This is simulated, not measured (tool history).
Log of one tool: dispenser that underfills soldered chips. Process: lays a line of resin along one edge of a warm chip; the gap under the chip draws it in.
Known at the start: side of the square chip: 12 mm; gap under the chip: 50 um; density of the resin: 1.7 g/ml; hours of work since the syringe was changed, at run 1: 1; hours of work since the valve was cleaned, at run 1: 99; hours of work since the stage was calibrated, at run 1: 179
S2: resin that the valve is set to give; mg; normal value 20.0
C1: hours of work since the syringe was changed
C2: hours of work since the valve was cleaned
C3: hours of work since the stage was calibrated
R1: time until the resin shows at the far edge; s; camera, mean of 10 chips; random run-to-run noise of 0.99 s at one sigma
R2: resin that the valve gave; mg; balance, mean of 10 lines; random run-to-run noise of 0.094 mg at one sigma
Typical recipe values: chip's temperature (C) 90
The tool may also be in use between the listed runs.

{"run": 1, "hour": 0.0, "chip's temperature (C)": 90, "S2": 20.0, "C1": 1, "C2": 99, "C3": 179, "R1": 108.5, "R2": 18.58}
{"run": 2, "hour": 9.3, "chip's temperature (C)": 90, "S2": 20.0, "C1": 8, "C2": 106, "C3": 185, "R1": 187.4, "R2": 18.37}
{"hour": 12.3, "done": "new syringe of resin"}
{"run": 3, "hour": 19.4, "chip's temperature (C)": 90, "S2": 20.0, "C1": 5, "C2": 113, "C3": 193, "R1": 151.5, "R2": 18.21}
{"hour": 25.9, "done": "new syringe of resin"}
{"run": 4, "hour": 29.6, "chip's temperature (C)": 90, "S2": 20.0, "C1": 3, "C2": 120, "C3": 200, "R1": 124.6, "R2": 18.22}
{"hour": 31.7, "done": "dispensing valve cleaned and set on the balance"}
{"hour": 40.4, "done": "new syringe of resin"}
{"run": 5, "hour": 42.4, "chip's temperature (C)": 90, "S2": 20.0, "C1": 1, "C2": 8, "C3": 208, "R1": 109.7, "R2": 19.91}
{"run": 6, "hour": 47.4, "chip's temperature (C)": 90, "S2": 20.0, "C1": 5, "C2": 11, "C3": 212, "R1": 144.0, "R2": 19.6}
{"run": 7, "hour": 52.7, "chip's temperature (C)": 90, "S2": 20.0, "C1": 9, "C2": 15, "C3": 216, "R1": 198.1, "R2": 19.69}
{"hour": 53.9, "done": "new syringe of resin"}
{"run": 8, "hour": 59.5, "chip's temperature (C)": 90, "S2": 20.0, "C1": 4, "C2": 20, "C3": 220, "R1": 135.2, "R2": 19.72}
{"run": 9, "hour": 65.5, "chip's temperature (C)": 90, "S2": 20.0, "C1": 8, "C2": 24, "C3": 225, "R1": 191.2, "R2": 19.7}
{"hour": 67.4, "done": "new syringe of resin"}
{"run": 10, "hour": 74.4, "chip's temperature (C)": 95, "S2": 20.0, "C1": 5, "C2": 31, "C3": 231, "R1": 117.6, "R2": 19.62}
{"hour": 80.8, "done": "new syringe of resin"}
{"run": 11, "hour": 85.4, "chip's temperature (C)": 95, "S2": 20.0, "C1": 3, "C2": 38, "C3": 239, "R1": 101.7, "R2": 19.27}
{"hour": 94.2, "done": "new syringe of resin"}
{"run": 12, "hour": 94.6, "chip's temperature (C)": 75, "S2": 18.8, "C1": 0, "C2": 45, "C3": 245, "R1": 226.3, "R2": 18.18}
{"run": 13, "hour": 105.3, "chip's temperature (C)": 75, "S2": 18.8, "C1": 8, "C2": 53, "C3": 253, "R1": 418.6, "R2": 18.09}

What will run 14 give?
{"hour": 107.4, "done": "new syringe of resin"}
{"run": 14, "hour": 114.1, "chip's temperature (C)": 75, "S2": 18.8, "C1": 5, "C2": 59, "C3": 259, "R1": "?", "R2": "?"}

Run 14 measured R1 331.0 s, R2 17.97 mg.
Without the tool's hidden state the same run would have given R1 206.7 s, R2 18.78 mg.
